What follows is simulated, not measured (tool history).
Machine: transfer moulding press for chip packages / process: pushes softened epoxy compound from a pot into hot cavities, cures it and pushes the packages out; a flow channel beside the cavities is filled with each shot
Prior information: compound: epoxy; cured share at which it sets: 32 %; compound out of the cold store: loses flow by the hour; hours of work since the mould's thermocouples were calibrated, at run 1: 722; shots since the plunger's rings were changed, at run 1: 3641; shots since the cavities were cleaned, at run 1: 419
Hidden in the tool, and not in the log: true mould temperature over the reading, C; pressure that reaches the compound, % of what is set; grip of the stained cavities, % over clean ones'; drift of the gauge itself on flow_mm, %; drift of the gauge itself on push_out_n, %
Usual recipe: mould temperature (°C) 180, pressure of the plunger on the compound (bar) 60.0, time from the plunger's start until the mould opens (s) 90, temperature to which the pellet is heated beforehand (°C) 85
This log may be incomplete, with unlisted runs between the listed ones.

run    hour  mould temperature (°C)  pressure of the plunger on the compound (bar)  time from the plunger's start until the mould opens (s)  temperature to which the pellet is heated beforehand (°C)  hours of work since the mould's thermocouples were calibrated  shots since the plunger's rings were changed  shots since the cavities were cleaned  incoming compound's hours out of the cold store  length that the compound runs in the flow channel (mm)  greatest force on the pins that push the packages out (N)
  1     0.0                     180                                           60.0                                                       90                                                         85                                                            722                                          3641                                    419                                             32.9                                                     651                                                        240
       33.0  -- cavities cleaned with cleaning compound and waxed
  2    33.0                     180                                           60.0                                                       90                                                         85                                                            738                                          3965                                      0                                             23.4                                                     694                                                        179
  3    80.6                     180                                           72.2                                                       90                                                         85                                                            762                                          4454                                    489                                             26.2                                                     738                                                        259
      105.0  -- cavities cleaned with cleaning compound and waxed
      131.5  -- mould's thermocouples calibrated
  4   151.3                     180                                           72.2                                                       90                                                         85                                                             10                                          5146                                    456                                             22.4                                                     748                                                        248
      181.5  -- plunger's sealing rings changed
      183.0  -- cavities cleaned with cleaning compound and waxed
  5   219.7                     180                                           72.2                                                       90                                                         85                                                             42                                           377                                    377                                             33.9                                                     751                                                        229
      255.2  -- cavities cleaned with cleaning compound and waxed
  6   285.5                     180                                           60.0                                                       90                                                         85                                                             74                                          1039                                    311                                              9.2                                                     799                                                        226
      328.1  -- cavities cleaned with cleaning compound and waxed
  7   355.6                     180                                           60.0                                                      123                                                         85                                                            108                                          1745                                    283                                              8.4                                                     793                                                        202
      401.4  -- cavities cleaned with cleaning compound and waxed
  8   414.8                     180                                           60.0                                                      123                                                         85                                                            136                                          2339                                    138                                             47.0                                                     622                                                        173
      475.8  -- cavities cleaned with cleaning compound and waxed
  9   482.7                     180                                           60.0                                                       90                                                         85                                                            169                                          3022                                     71                                              8.2                                                     768                                                        173
 10   537.1                     180                                           60.0                                                       87                                                         85                                                            196                                          3582                                    631                                             32.2                                                     665                                                        276
      552.5  -- cavities cleaned with cleaning compound and waxed
 11   568.9                     180                                           60.0                                                       87                                                         85                                                            211                                          3893                                    168                                             42.2                                                     630                                                        207
 12   601.4                     180                                           60.0                                                       90                                                         85                                                            227                                          4228                                    503                                             19.4                                                     710                                                        260
      626.6  -- cavities cleaned with cleaning compound and waxed
 13   661.1                     180                                           60.0                                                       90                                                         92                                                            256                                          4827                                    355                                             16.2                                                     703                                                        227
      698.4  -- cavities cleaned with cleaning compound and waxed
 14   708.1                     180                                           60.0                                                       90                                                         92                                                            279                                          5295                                    100                                             44.6                                                     612                                                        187
      728.8  -- plunger's sealing rings changed
      774.4  -- cavities cleaned with cleaning compound and waxed
 15   777.7                     180                                           60.0                                                       90                                                         92                                                            311                                           488                                     34                                             18.7                                                     749                                                        170
 16   823.8                     180                                           60.0                                                      123                                                         94                                                            334                                           962                                    508                                             15.2                                                     756                                                        240
      848.4  -- cavities cleaned with cleaning compound and waxed
 17   874.0                     185                                           60.0                                                       90                                                         85                                                            358                                          1463                                    263                                             16.8                                                     732                                                        210
 18   916.0                     176                                           55.0                                                      122                                                         79                                                            379                                          1895                                    695                                             10.4                                                     746                                                        267
      920.5  -- cavities cleaned with cleaning compound and waxed
 19   955.3                     187                                           57.2                                                       90                                                         78                                                            398                                          2284                                    358                                             30.9                                                     658                                                        212
      992.4  -- cavities cleaned with cleaning compound and waxed
 20  1024.1                     180                                           74.6                                                      106                                                         85                                                            431                                          2977                                    326                                             28.0                                                     776                                                        209
     1066.6  -- cavities cleaned with cleaning compound and waxed
 21  1066.6                     180                                           74.6                                                      106                                                         85                                                            451                                          3399                                      0                                             35.7                                                     726                                                        155
 22  1117.2                     180                                           60.0                                                       78                                                         76                                                            476                                          3920                                    521                                             17.5                                                     724                                                        318
     1139.1  -- cavities cleaned with cleaning compound and waxed
 23  1171.0                     180                                           67.5                                                       76                                                         80                                                            502                                          4458                                    329                                             16.4                                                     763                                                        282
     1212.1  -- cavities cleaned with cleaning compound and waxed
 24  1232.0                     176                                           60.0                                                      103                                                         91                                                            532                                          5070                                    205                                             40.3                                                     637                                                        205
 25  1265.2                     176                                           60.0                                                      103                                                         91                                                            548                                          5411                                    546                                             21.4                                                     705                                                        263
     1273.3  -- plunger's sealing rings changed
     1286.6  -- cavities cleaned with cleaning compound and waxed
 26  1298.6                     176                                           65.0                                                      114                                                         91                                                            563                                           245                                    123                                             31.6                                                     745                                                        183

Describe how what the log doesn't record of the tool's condition differs between the last listed run preceding each entry between runs and the first listed run following it.
After run 1, before run 2: cavities cleaned with cleaning compound and waxed (hour 33.0)
  true mould temperature over the reading, C: -0.43 -> -0.45; pressure that reaches the compound, % of what is set: 89.89 -> 88.93; grip of the stained cavities, % over clean ones': 46.4 -> 1.8
  measured minus no-state result, length that the compound runs in the flow channel (mm): -35 -> -41; greatest force on the pins that push the packages out (N): +78 -> +4
After run 3, before run 4: cavities cleaned with cleaning compound and waxed (hour 105.0); mould's thermocouples calibrated (hour 131.5)
  true mould temperature over the reading, C: -0.47 -> 0.07; pressure that reaches the compound, % of what is set: 87.51 -> 85.71; grip of the stained cavities, % over clean ones': 57.1 -> 52.7
  measured minus no-state result, length that the compound runs in the flow channel (mm): -49 -> -61; greatest force on the pins that push the packages out (N): +93 -> +88
After run 4, before run 5: plunger's sealing rings changed (hour 181.5); cavities cleaned with cleaning compound and waxed (hour 183.0)
  true mould temperature over the reading, C: 0.07 -> 0.04; pressure that reaches the compound, % of what is set: 85.71 -> 98.7; grip of the stained cavities, % over clean ones': 52.7 -> 44
  measured minus no-state result, length that the compound runs in the flow channel (mm): -61 -> -5; greatest force on the pins that push the packages out (N): +88 -> +70
After run 5, before run 6: cavities cleaned with cleaning compound and waxed (hour 255.2)
  true mould temperature over the reading, C: 0.04 -> 0; pressure that reaches the compound, % of what is set: 98.7 -> 96.9; grip of the stained cavities, % over clean ones': 44 -> 37.9
  measured minus no-state result, length that the compound runs in the flow channel (mm): -5 -> -13; greatest force on the pins that push the packages out (N): +70 -> +63
After run 6, before run 7: cavities cleaned with cleaning compound and waxed (hour 328.1)
  true mould temperature over the reading, C: 0 -> -0.03; pressure that reaches the compound, % of what is set: 96.9 -> 94.97; grip of the stained cavities, % over clean ones': 37.9 -> 36.4
  measured minus no-state result, length that the compound runs in the flow channel (mm): -13 -> -21; greatest force on the pins that push the packages out (N): +63 -> +52
After run 7, before run 8: cavities cleaned with cleaning compound and waxed (hour 401.4)
  true mould temperature over the reading, C: -0.03 -> -0.05; pressure that reaches the compound, % of what is set: 94.97 -> 93.43; grip of the stained cavities, % over clean ones': 36.4 -> 19.8
  measured minus no-state result, length that the compound runs in the flow channel (mm): -21 -> -22; greatest force on the pins that push the packages out (N): +52 -> +29
After run 8, before run 9: cavities cleaned with cleaning compound and waxed (hour 475.8)
  true mould temperature over the reading, C: -0.05 -> -0.09; pressure that reaches the compound, % of what is set: 93.43 -> 91.48; grip of the stained cavities, % over clean ones': 19.8 -> 9.8
  measured minus no-state result, length that the compound runs in the flow channel (mm): -22 -> -34; greatest force on the pins that push the packages out (N): +29 -> +16
After run 10, before run 11: cavities cleaned with cleaning compound and waxed (hour 552.5)
  true mould temperature over the reading, C: -0.11 -> -0.13; pressure that reaches the compound, % of what is set: 89.97 -> 89.13; grip of the stained cavities, % over clean ones': 63.2 -> 24.9
  measured minus no-state result, length that the compound runs in the flow channel (mm): -36 -> -37; greatest force on the pins that push the packages out (N): +107 -> +43
After run 12, before run 13: cavities cleaned with cleaning compound and waxed (hour 626.6)
  true mould temperature over the reading, C: -0.14 -> -0.17; pressure that reaches the compound, % of what is set: 88.27 -> 86.59; grip of the stained cavities, % over clean ones': 58.2 -> 42.3
  measured minus no-state result, length that the compound runs in the flow channel (mm): -45 -> -52; greatest force on the pins that push the packages out (N): +97 -> +69
After run 13, before run 14: cavities cleaned with cleaning compound and waxed (hour 698.4)
  true mould temperature over the reading, C: -0.17 -> -0.19; pressure that reaches the compound, % of what is set: 86.59 -> 85.37; grip of the stained cavities, % over clean ones': 42.3 -> 15.6
  measured minus no-state result, length that the compound runs in the flow channel (mm): -52 -> -49; greatest force on the pins that push the packages out (N): +69 -> +26
After run 14, before run 15: plunger's sealing rings changed (hour 728.8); cavities cleaned with cleaning compound and waxed (hour 774.4)
  true mould temperature over the reading, C: -0.19 -> -0.23; pressure that reaches the compound, % of what is set: 85.37 -> 98.01; grip of the stained cavities, % over clean ones': 15.6 -> 4.7
  measured minus no-state result, length that the compound runs in the flow channel (mm): -49 -> -7; greatest force on the pins that push the packages out (N): +26 -> +8
After run 16, before run 17: cavities cleaned with cleaning compound and waxed (hour 848.4)
  true mould temperature over the reading, C: -0.25 -> -0.27; pressure that reaches the compound, % of what is set: 96.79 -> 95.43; grip of the stained cavities, % over clean ones': 54.7 -> 33.3
  measured minus no-state result, length that the compound runs in the flow channel (mm): -11 -> -16; greatest force on the pins that push the packages out (N): +84 -> +51
After run 18, before run 19: cavities cleaned with cleaning compound and waxed (hour 920.5)
  true mould temperature over the reading, C: -0.29 -> -0.31; pressure that reaches the compound, % of what is set: 94.09 -> 93.03; grip of the stained cavities, % over clean ones': 69.9 -> 42.7
  measured minus no-state result, length that the compound runs in the flow channel (mm): -22 -> -23; greatest force on the pins that push the packages out (N): +107 -> +64
After run 19, before run 20: cavities cleaned with cleaning compound and waxed (hour 992.4)
  true mould temperature over the reading, C: -0.31 -> -0.35; pressure that reaches the compound, % of what is set: 93.03 -> 91.23; grip of the stained cavities, % over clean ones': 42.7 -> 40.8
  measured minus no-state result, length that the compound runs in the flow channel (mm): -23 -> -35; greatest force on the pins that push the packages out (N): +64 -> +63
After run 20, before run 21: cavities cleaned with cleaning compound and waxed (hour 1066.6)
  true mould temperature over the reading, C: -0.35 -> -0.36; pressure that reaches the compound, % of what is set: 91.23 -> 90.06; grip of the stained cavities, % over clean ones': 40.8 -> 0.9
  measured minus no-state result, length that the compound runs in the flow channel (mm): -35 -> -38; greatest force on the pins that push the packages out (N): +63 -> +2
After run 22, before run 23: cavities cleaned with cleaning compound and waxed (hour 1139.1)
  true mould temperature over the reading, C: -0.39 -> -0.41; pressure that reaches the compound, % of what is set: 88.63 -> 87.13; grip of the stained cavities, % over clean ones': 58.8 -> 40.9
  measured minus no-state result, length that the compound runs in the flow channel (mm): -44 -> -52; greatest force on the pins that push the packages out (N): +122 -> +88
After run 23, before run 24: cavities cleaned with cleaning compound and waxed (hour 1212.1)
  true mould temperature over the reading, C: -0.41 -> -0.44; pressure that reaches the compound, % of what is set: 87.13 -> 85.51; grip of the stained cavities, % over clean ones': 40.9 -> 27.6
  measured minus no-state result, length that the compound runs in the flow channel (mm): -52 -> -51; greatest force on the pins that push the packages out (N): +88 -> +47
After run 25, before run 26: plunger's sealing rings changed (hour 1273.3); cavities cleaned with cleaning compound and waxed (hour 1286.6)
  true mould temperature over the reading, C: -0.46 -> -0.48; pressure that reaches the compound, % of what is set: 84.5 -> 99.08; grip of the stained cavities, % over clean ones': 59.6 -> 16.3
  measured minus no-state result, length that the compound runs in the flow channel (mm): -59 -> -1; greatest force on the pins that push the packages out (N): +100 -> +26
